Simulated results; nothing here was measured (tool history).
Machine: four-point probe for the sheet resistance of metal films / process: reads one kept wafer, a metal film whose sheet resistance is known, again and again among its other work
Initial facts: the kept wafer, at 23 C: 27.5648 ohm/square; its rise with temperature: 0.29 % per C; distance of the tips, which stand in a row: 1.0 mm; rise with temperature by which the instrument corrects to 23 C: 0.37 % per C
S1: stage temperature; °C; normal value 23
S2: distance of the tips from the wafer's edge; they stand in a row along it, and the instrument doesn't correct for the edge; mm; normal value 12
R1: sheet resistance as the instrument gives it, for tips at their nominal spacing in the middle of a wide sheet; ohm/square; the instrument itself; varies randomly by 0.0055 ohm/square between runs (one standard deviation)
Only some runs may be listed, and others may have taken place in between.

{"run": 1, "hour": 0.0, "S1": 23, "S2": 12, "R1": 27.605831}
{"run": 2, "hour": 13.6, "S1": 28, "S2": 12, "R1": 27.498996}
{"run": 3, "hour": 31.0, "S1": 23, "S2": 12, "R1": 27.610587}
{"run": 4, "hour": 43.1, "S1": 23, "S2": 10, "R1": 27.650887}
{"run": 5, "hour": 51.6, "S1": 23, "S2": 20, "R1": 27.542927}
{"run": 6, "hour": 68.2, "S1": 23, "S2": 20, "R1": 27.53273}
{"run": 7, "hour": 79.4, "S1": 23, "S2": 6, "R1": 27.910491}
{"run": 8, "hour": 93.7, "S1": 24, "S2": 12, "R1": 27.586228}
{"run": 9, "hour": 111.1, "S1": 24, "S2": 12, "R1": 27.58486}
{"run": 10, "hour": 123.0, "S1": 24, "S2": 12, "R1": 27.581145}
{"run": 11, "hour": 140.1, "S1": 31, "S2": 12, "R1": 27.427356}
{"run": 12, "hour": 151.2, "S1": 23, "S2": 12, "R1": 27.600654}
{"run": 13, "hour": 168.4, "S1": 23, "S2": 12, "R1": 27.598849}
{"run": 14, "hour": 177.5, "S1": 23, "S2": 12, "R1": 27.597774}
{"run": 15, "hour": 187.5, "S1": 25, "S2": 12, "R1": 27.555893}
{"run": 16, "hour": 197.3, "S1": 25, "S2": 12, "R1": 27.552961}
{"run": 17, "hour": 213.2, "S1": 25, "S2": 12, "R1": 27.554488}
{"run": 18, "hour": 227.7, "S1": 23, "S2": 12, "R1": 27.60075}
{"run": 19, "hour": 240.1, "S1": 19, "S2": 12, "R1": 27.687506}
{"run": 20, "hour": 253.8, "S1": 23, "S2": 12, "R1": 27.600001}
{"run": 21, "hour": 268.0, "S1": 23, "S2": 12, "R1": 27.608735}
{"run": 22, "hour": 278.2, "S1": 22, "S2": 5, "R1": 28.103706}
{"run": 23, "hour": 287.5, "S1": 21, "S2": 28, "R1": 27.554764}
{"run": 24, "hour": 303.1, "S1": 33, "S2": 4, "R1": 28.1679}
{"run": 25, "hour": 314.5, "S1": 26, "S2": 45, "R1": 27.439109}
{"run": 26, "hour": 327.0, "S1": 26, "S2": 3, "R1": 28.969957}
{"run": 27, "hour": 341.9, "S1": 23, "S2": 44, "R1": 27.493469}
{"run": 28, "hour": 354.1, "S1": 31, "S2": 6, "R1": 27.721147}
{"run": 29, "hour": 370.1, "S1": 27, "S2": 36, "R1": 27.418196}
{"run": 30, "hour": 387.2, "S1": 27, "S2": 36, "R1": 27.420205}
{"run": 31, "hour": 400.8, "S1": 27, "S2": 36, "R1": 27.412892}
{"run": 32, "hour": 412.0, "S1": 27, "S2": 36, "R1": 27.415637}
{"run": 33, "hour": 424.4, "S1": 20, "S2": 4, "R1": 28.453916}

Predict the results of run 34:
{"run": 34, "hour": 434.3, "S1": 28, "S2": 4, "R1": "?"}

{"run 34": {"R1": 28.266237}}
With the hidden condition absent and the run-to-run variation left alone, this run would have shown R1 28.346433 ohm/square.
